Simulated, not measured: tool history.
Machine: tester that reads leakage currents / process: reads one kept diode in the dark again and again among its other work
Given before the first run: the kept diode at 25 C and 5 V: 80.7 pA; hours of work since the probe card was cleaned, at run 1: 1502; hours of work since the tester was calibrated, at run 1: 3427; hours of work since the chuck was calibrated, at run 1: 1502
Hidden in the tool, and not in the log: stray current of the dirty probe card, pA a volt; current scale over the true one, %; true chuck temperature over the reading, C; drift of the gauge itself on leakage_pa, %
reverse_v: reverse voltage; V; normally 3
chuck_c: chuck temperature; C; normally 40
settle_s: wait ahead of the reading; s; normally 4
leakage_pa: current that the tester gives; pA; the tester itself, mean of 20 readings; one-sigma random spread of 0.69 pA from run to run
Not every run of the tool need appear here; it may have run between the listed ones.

run,day,reverse_v,chuck_c,settle_s,hours of work since the probe card was cleaned,hours of work since the tester was calibrated,hours of work since the chuck was calibrated,leakage_pa
1,0,3,40,4,1502,3427,1502,211.19
2,9.971,3,40,1.57,1622,3546,1622,210.4
# day 14.375: probe card cleaned and baked
3,14.742,3,40,1.57,4,3601,1677,207.72
# day 16.425: chuck's temperature calibrated
4,22.417,4.09,40,1.57,95,3692,72,260.05
5,30.475,4.09,40,1.57,192,3789,168,259.73
6,40.167,4.09,40,1.57,308,3905,284,259.57
7,45.933,3,44,4,377,3974,353,306.96
8,55.129,3,40,4,487,4084,463,220.6
9,60.867,3,40,4,555,4153,532,218.94
10,67.938,3,40,4,640,4237,617,219.1
11,74.6,1.33,28,2.39,720,4317,696,52
# day 75.617: tester calibrated
12,83.988,1.33,28,2.39,831,100,808,51.52
13,90.192,9.27,40,0.44,905,174,882,374.65
14,97.038,9.66,25,4,987,256,964,104.82
15,107.521,3,33,9.92,1113,382,1089,117.89
16,115.696,3,33,9.92,1211,480,1187,116.89
17,125.929,1.55,24,0.77,1333,602,1310,37.69
# day 132.912: tester calibrated, once more
18,136.329,5.77,40,4,1457,41,1433,291.91
19,145.067,5.77,40,4,1561,145,1538,291.09

Below are 3 alternative next runs, each starting from the tool's condition after run 19. Predict each:
A,151.229,3,24,4,1635,219,1611,?
B,151.229,5.77,40,2.97,1635,219,1611,?
C,151.229,3,40,4,1635,219,1611,?

run,leakage_pa
A,52.83
B,290.95
C,210.29
Stripped of hidden state, with their random variation kept, the same runs would have yielded:
run,leakage_pa
A,57.53
B,318.42
C,230.71

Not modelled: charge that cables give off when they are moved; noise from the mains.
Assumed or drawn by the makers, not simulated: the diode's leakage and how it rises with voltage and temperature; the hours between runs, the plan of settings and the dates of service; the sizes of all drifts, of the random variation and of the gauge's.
